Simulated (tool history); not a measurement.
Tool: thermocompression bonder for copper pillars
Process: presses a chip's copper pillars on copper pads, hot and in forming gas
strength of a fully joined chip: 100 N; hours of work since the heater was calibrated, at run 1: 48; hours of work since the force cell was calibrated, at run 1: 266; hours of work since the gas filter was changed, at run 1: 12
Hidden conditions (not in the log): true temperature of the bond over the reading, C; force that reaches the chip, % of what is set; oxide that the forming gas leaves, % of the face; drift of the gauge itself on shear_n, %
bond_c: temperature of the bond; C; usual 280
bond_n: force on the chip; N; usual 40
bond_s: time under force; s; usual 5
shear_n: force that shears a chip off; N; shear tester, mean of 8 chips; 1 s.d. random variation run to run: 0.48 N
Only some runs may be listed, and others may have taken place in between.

run   hour  bond_c  bond_n  bond_s  hours of work since the heater was calibrated  hours of work since the force cell was calibrated  hours of work since the gas filter was changed  shear_n
  1      0     280      40       5                                             48                                                266                                              12     69.9
  2   13.4     280      40       5                                             55                                                273                                              19     69.5
  3   25.4     280      40       5                                             62                                                279                                              25     70.3
  4   37.7     280      40       5                                             68                                                286                                              32     69.3
  5   47.3     280      40       5                                             73                                                291                                              37     69.3
  6   58.3     280      40       5                                             79                                                297                                              43     70.2
  7   68.6     280      40       4                                             84                                                302                                              48     65.7
  8   82.5     280      40       5                                             92                                                309                                              55       69
  9   95.2     280      40      15                                             98                                                316                                              62     86.4
 10  103.6     280      40       5                                            103                                                320                                              66     69.7
 11    115     280      40       4                                            109                                                326                                              72       65
 12  121.4     280      40       4                                            112                                                330                                              76     64.2
 13  128.5     280      40       5                                            116                                                334                                              80     69.4
 14  140.8     280      40       5                                            122                                                340                                              86     69.1
 15  154.9     280      40       5                                            130                                                347                                              93     67.6
 16  168.9     280      40      12                                            137                                                355                                             101     82.6
 17  177.3     280      40       5                                            142                                                359                                             105     67.4
 18  190.6     280      40       5                                            149                                                366                                             112     67.7
 19  197.6     280      40       5                                            152                                                370                                             116     67.6
 20  203.9     280      40       5                                            156                                                373                                             119     67.8
 21  214.1     280      40       5                                            161                                                379                                             125     68.4
 22  224.5     302      41       5                                            166                                                384                                             130     81.5
 23    236     262      44       5                                            172                                                390                                             136     57.7
 24    245     255      40      12                                            177                                                395                                             141     64.8
 25  258.8     273      28       4                                            184                                                402                                             148     48.2
 26  270.7     280      40       7                                            191                                                408                                             154     72.9
 27  277.9     290      46       7                                            195                                                412                                             158     81.3
 28  285.1     293      46       8                                            198                                                416                                             162     84.4
 29    293     271      37       7                                            202                                                420                                             166     64.5
 30  301.9     271      37       7                                            207                                                425                                             171     63.8
 31  311.3     271      55       7                                            212                                                430                                             176     75.8
 32  317.3     271      37       7                                            215                                                433                                             179     63.9
 33  327.4     283      27      14                                            221                                                438                                             184     74.4
 34  337.6     306      26       4                                            226                                                444                                             190     66.7
 35  348.9     306      26       4                                            232                                                450                                             196     66.7
 36  362.1     295      45       4                                            239                                                456                                             203     74.3
 37  371.5     270      40       4                                            244                                                461                                             207     54.6
 38    384     270      40       4                                            250                                                468                                             214     54.7
     388.4  -- forming gas filter changed
 39  391.6     270      40       4                                            254                                                472                                               2     58.7
 40    399     280      43       5                                            258                                                476                                               6     72.1
 41  408.8     269      40       5                                            263                                                481                                              11     61.5

What if the next run were any one of these 3? Each begins from the tool's condition after run 41:
  A  416.4     266      36       8                                            267                                                485                                              15        ?
  B  416.4     305      40      11                                            267                                                485                                              15        ?
  C  416.4     280      36      11                                            267                                                485                                              15        ?

run  shear_n
  A     64.2
  B     93.8
  C     79.8
The same runs, with their run-to-run variation unchanged, on a tool lacking any hidden condition would have given:
run  shear_n
  A     64.3
  B     94.1
  C     79.9

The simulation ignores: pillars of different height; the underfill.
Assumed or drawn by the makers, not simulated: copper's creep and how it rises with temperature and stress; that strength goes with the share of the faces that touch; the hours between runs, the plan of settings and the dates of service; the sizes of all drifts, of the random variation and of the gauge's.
